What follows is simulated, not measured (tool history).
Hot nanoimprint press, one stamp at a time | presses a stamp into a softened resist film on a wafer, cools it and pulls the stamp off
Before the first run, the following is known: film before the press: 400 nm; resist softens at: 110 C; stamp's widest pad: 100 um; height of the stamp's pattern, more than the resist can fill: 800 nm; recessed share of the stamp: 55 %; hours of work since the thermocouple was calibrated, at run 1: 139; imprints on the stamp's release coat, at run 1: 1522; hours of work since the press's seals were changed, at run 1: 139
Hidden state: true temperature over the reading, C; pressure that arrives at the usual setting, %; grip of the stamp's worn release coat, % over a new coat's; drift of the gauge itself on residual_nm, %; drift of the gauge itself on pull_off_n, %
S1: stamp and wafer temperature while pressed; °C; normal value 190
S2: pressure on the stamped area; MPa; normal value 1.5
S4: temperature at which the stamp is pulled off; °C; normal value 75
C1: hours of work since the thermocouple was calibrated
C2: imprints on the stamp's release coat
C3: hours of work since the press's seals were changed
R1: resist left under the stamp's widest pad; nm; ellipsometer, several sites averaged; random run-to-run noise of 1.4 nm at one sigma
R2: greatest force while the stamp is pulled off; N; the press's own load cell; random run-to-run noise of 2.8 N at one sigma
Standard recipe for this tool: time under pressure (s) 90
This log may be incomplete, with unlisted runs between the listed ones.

run 1 hour=0 | S1=190 S2=1.5 time_under_pressure_(s)=90 S4=75 | C1=139 C2=1522 C3=139 | R1=223.7 R2=221
run 2 hour=85.7 | S1=190 S2=1.5 time_under_pressure_(s)=90 S4=75 | C1=199 C2=1954 C3=199 | R1=225.1 R2=246
-- hour=120.7 stamp cleaned and given a new release coat
run 3 hour=173.3 | S1=190 S2=2.24 time_under_pressure_(s)=90 S4=75 | C1=255 C2=265 C3=255 | R1=196.9 R2=152
run 4 hour=232.4 | S1=190 S2=1.35 time_under_pressure_(s)=90 S4=75 | C1=297 C2=562 C3=297 | R1=237.6 R2=160
run 5 hour=314.8 | S1=196 S2=1.35 time_under_pressure_(s)=90 S4=75 | C1=354 C2=977 C3=354 | R1=191.9 R2=193
run 6 hour=368.8 | S1=196 S2=1.35 time_under_pressure_(s)=90 S4=75 | C1=392 C2=1248 C3=392 | R1=194.4 R2=206
run 7 hour=451.4 | S1=196 S2=1.35 time_under_pressure_(s)=90 S4=75 | C1=450 C2=1664 C3=450 | R1=194.5 R2=238
run 8 hour=512.8 | S1=187 S2=1.03 time_under_pressure_(s)=90 S4=72 | C1=492 C2=1972 C3=492 | R1=285.1 R2=266
-- hour=548.4 stamp cleaned and given a new release coat
-- hour=556.2 plate thermocouple calibrated
-- hour=586.8 press's hydraulic seals changed and the load cell set to zero
run 9 hour=630.2 | S1=202 S2=1.5 time_under_pressure_(s)=169 S4=75 | C1=46 C2=356 C3=30 | R1=106.2 R2=148
run 10 hour=675.4 | S1=197 S2=1.12 time_under_pressure_(s)=177 S4=81 | C1=78 C2=584 C3=62 | R1=145.2 R2=144
run 11 hour=765.6 | S1=190 S2=1.5 time_under_pressure_(s)=90 S4=75 | C1=141 C2=1037 C3=125 | R1=221.5 R2=191
run 12 hour=858.6 | S1=190 S2=1.5 time_under_pressure_(s)=90 S4=75 | C1=205 C2=1505 C3=190 | R1=221.1 R2=217
run 13 hour=959.9 | S1=192 S2=1.5 time_under_pressure_(s)=151 S4=75 | C1=276 C2=2015 C3=260 | R1=172.7 R2=250
-- hour=984.7 stamp cleaned and given a new release coat
run 14 hour=1010.3 | S1=178 S2=1.35 time_under_pressure_(s)=129 S4=72 | C1=307 C2=129 C3=291 | R1=306.9 R2=145

Predict each of these 3 candidate next runs independently; none follows another, all start after run 14:
run A hour=1052.9 | S1=178 S2=1.14 time_under_pressure_(s)=116 S4=74 | C1=337 C2=343 C3=321 | R1=? R2=?
run B hour=1052.9 | S1=178 S2=1.35 time_under_pressure_(s)=131 S4=72 | C1=337 C2=343 C3=321 | R1=? R2=?
run C hour=1052.9 | S1=196 S2=1.5 time_under_pressure_(s)=76 S4=75 | C1=337 C2=343 C3=321 | R1=? R2=?

run=A R1=322.2 R2=156
run=B R1=306.7 R2=158
run=C R1=195.5 R2=155
Stripped of hidden state, with their random variation kept, the same runs would have yielded:
run=A R1=313.7 R2=135
run=B R1=296.8 R2=137
run=C R1=186.1 R2=134

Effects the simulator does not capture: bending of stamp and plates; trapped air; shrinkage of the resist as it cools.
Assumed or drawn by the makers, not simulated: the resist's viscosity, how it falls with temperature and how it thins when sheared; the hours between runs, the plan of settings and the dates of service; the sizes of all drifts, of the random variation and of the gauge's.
